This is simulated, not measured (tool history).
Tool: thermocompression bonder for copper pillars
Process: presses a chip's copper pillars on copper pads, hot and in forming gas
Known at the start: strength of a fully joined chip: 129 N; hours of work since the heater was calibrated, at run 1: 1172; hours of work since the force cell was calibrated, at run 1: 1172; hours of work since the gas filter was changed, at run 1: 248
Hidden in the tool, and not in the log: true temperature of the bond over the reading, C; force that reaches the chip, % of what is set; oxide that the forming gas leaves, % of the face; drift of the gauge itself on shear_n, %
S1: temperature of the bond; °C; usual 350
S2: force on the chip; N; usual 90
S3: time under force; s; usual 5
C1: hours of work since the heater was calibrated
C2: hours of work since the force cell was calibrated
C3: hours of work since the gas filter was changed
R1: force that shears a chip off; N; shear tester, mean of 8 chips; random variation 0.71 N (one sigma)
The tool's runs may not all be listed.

{"run": 1, "hour": 0.0, "S1": 350, "S2": 90, "S3": 5, "C1": 1172, "C2": 1172, "C3": 248, "R1": 89.9}
{"run": 2, "hour": 71.3, "S1": 339, "S2": 90, "S3": 5, "C1": 1217, "C2": 1217, "C3": 293, "R1": 84.0}
{"run": 3, "hour": 144.9, "S1": 339, "S2": 90, "S3": 5, "C1": 1264, "C2": 1264, "C3": 340, "R1": 82.8}
{"hour": 175.4, "done": "heater calibrated with a thermocouple chip"}
{"run": 4, "hour": 196.5, "S1": 339, "S2": 90, "S3": 5, "C1": 13, "C2": 1296, "C3": 371, "R1": 84.0}
{"hour": 204.7, "done": "force cell calibrated"}
{"hour": 248.7, "done": "forming gas filter changed"}
{"run": 5, "hour": 269.8, "S1": 350, "S2": 74, "S3": 5, "C1": 59, "C2": 41, "C3": 13, "R1": 81.0}
{"run": 6, "hour": 349.8, "S1": 350, "S2": 90, "S3": 5, "C1": 110, "C2": 92, "C3": 64, "R1": 92.5}
{"run": 7, "hour": 397.4, "S1": 350, "S2": 65, "S3": 5, "C1": 140, "C2": 122, "C3": 95, "R1": 71.7}
{"run": 8, "hour": 444.1, "S1": 349, "S2": 65, "S3": 5, "C1": 170, "C2": 152, "C3": 124, "R1": 70.5}
{"run": 9, "hour": 516.4, "S1": 349, "S2": 65, "S3": 5, "C1": 216, "C2": 198, "C3": 170, "R1": 69.0}
{"run": 10, "hour": 583.0, "S1": 349, "S2": 65, "S3": 5, "C1": 258, "C2": 240, "C3": 213, "R1": 69.3}
{"run": 11, "hour": 659.8, "S1": 350, "S2": 90, "S3": 5, "C1": 307, "C2": 289, "C3": 261, "R1": 92.8}
{"run": 12, "hour": 721.2, "S1": 350, "S2": 90, "S3": 5, "C1": 346, "C2": 328, "C3": 300, "R1": 91.3}
{"run": 13, "hour": 783.5, "S1": 350, "S2": 90, "S3": 5, "C1": 385, "C2": 368, "C3": 340, "R1": 91.7}
{"run": 14, "hour": 865.7, "S1": 350, "S2": 90, "S3": 5, "C1": 438, "C2": 420, "C3": 392, "R1": 91.2}
{"hour": 883.5, "done": "forming gas filter changed"}
{"run": 15, "hour": 918.5, "S1": 350, "S2": 90, "S3": 5, "C1": 471, "C2": 453, "C3": 22, "R1": 93.4}
{"run": 16, "hour": 1005.2, "S1": 350, "S2": 90, "S3": 5, "C1": 526, "C2": 508, "C3": 77, "R1": 92.3}
{"run": 17, "hour": 1066.2, "S1": 350, "S2": 90, "S3": 5, "C1": 565, "C2": 547, "C3": 116, "R1": 92.8}
{"run": 18, "hour": 1110.0, "S1": 350, "S2": 90, "S3": 5, "C1": 593, "C2": 575, "C3": 144, "R1": 91.2}
{"run": 19, "hour": 1170.8, "S1": 350, "S2": 90, "S3": 5, "C1": 631, "C2": 614, "C3": 183, "R1": 90.6}
{"run": 20, "hour": 1234.5, "S1": 350, "S2": 90, "S3": 5, "C1": 672, "C2": 654, "C3": 223, "R1": 90.2}
{"run": 21, "hour": 1308.3, "S1": 350, "S2": 90, "S3": 5, "C1": 719, "C2": 701, "C3": 270, "R1": 89.9}
{"run": 22, "hour": 1348.3, "S1": 349, "S2": 97, "S3": 5, "C1": 744, "C2": 726, "C3": 295, "R1": 94.4}
{"run": 23, "hour": 1413.8, "S1": 322, "S2": 90, "S3": 12, "C1": 786, "C2": 768, "C3": 337, "R1": 95.1}
{"run": 24, "hour": 1463.3, "S1": 369, "S2": 94, "S3": 10, "C1": 817, "C2": 800, "C3": 369, "R1": 111.3}
{"hour": 1520.6, "done": "forming gas filter changed"}
{"run": 25, "hour": 1545.1, "S1": 333, "S2": 77, "S3": 14, "C1": 869, "C2": 851, "C3": 16, "R1": 95.6}
{"run": 26, "hour": 1624.7, "S1": 377, "S2": 56, "S3": 14, "C1": 920, "C2": 902, "C3": 66, "R1": 95.1}
{"run": 27, "hour": 1702.7, "S1": 377, "S2": 56, "S3": 10, "C1": 969, "C2": 951, "C3": 116, "R1": 87.6}
{"run": 28, "hour": 1767.9, "S1": 322, "S2": 86, "S3": 6, "C1": 1011, "C2": 993, "C3": 157, "R1": 75.5}
{"run": 29, "hour": 1811.2, "S1": 368, "S2": 105, "S3": 9, "C1": 1038, "C2": 1020, "C3": 185, "R1": 117.5}
{"run": 30, "hour": 1868.7, "S1": 368, "S2": 105, "S3": 9, "C1": 1075, "C2": 1057, "C3": 221, "R1": 116.4}
{"run": 31, "hour": 1907.7, "S1": 321, "S2": 90, "S3": 11, "C1": 1099, "C2": 1082, "C3": 246, "R1": 92.1}
{"run": 32, "hour": 1955.3, "S1": 368, "S2": 90, "S3": 7, "C1": 1130, "C2": 1112, "C3": 276, "R1": 102.7}
{"run": 33, "hour": 1992.2, "S1": 374, "S2": 90, "S3": 5, "C1": 1153, "C2": 1136, "C3": 300, "R1": 100.0}
{"run": 34, "hour": 2069.0, "S1": 340, "S2": 119, "S3": 15, "C1": 1202, "C2": 1184, "C3": 349, "R1": 119.8}
{"run": 35, "hour": 2140.9, "S1": 326, "S2": 111, "S3": 5, "C1": 1248, "C2": 1230, "C3": 394, "R1": 89.1}
{"hour": 2154.8, "done": "forming gas filter changed"}
{"run": 36, "hour": 2186.9, "S1": 326, "S2": 111, "S3": 5, "C1": 1277, "C2": 1259, "C3": 20, "R1": 91.1}
{"hour": 2195.0, "done": "heater calibrated with a thermocouple chip"}
{"run": 37, "hour": 2225.1, "S1": 349, "S2": 111, "S3": 5, "C1": 19, "C2": 1282, "C3": 43, "R1": 103.3}
{"hour": 2256.8, "done": "force cell calibrated"}
{"run": 38, "hour": 2271.7, "S1": 330, "S2": 90, "S3": 5, "C1": 48, "C2": 9, "C3": 72, "R1": 83.2}

3 ways to go on from here, each from the tool as it stands after run 38. What would each give?
{"run": "A", "hour": 2319.3, "S1": 349, "S2": 134, "S3": 11, "C1": 78, "C2": 40, "C3": 102, "R1": "?"}
{"run": "B", "hour": 2319.3, "S1": 330, "S2": 97, "S3": 10, "C1": 78, "C2": 40, "C3": 102, "R1": "?"}
{"run": "C", "hour": 2319.3, "S1": 340, "S2": 90, "S3": 5, "C1": 78, "C2": 40, "C3": 102, "R1": "?"}

run=A R1=123.4
run=B R1=105.0
run=C R1=88.2
Without the tool's hidden state the same runs would have given:
run=A R1=124.3
run=B R1=106.0
run=C R1=89.1

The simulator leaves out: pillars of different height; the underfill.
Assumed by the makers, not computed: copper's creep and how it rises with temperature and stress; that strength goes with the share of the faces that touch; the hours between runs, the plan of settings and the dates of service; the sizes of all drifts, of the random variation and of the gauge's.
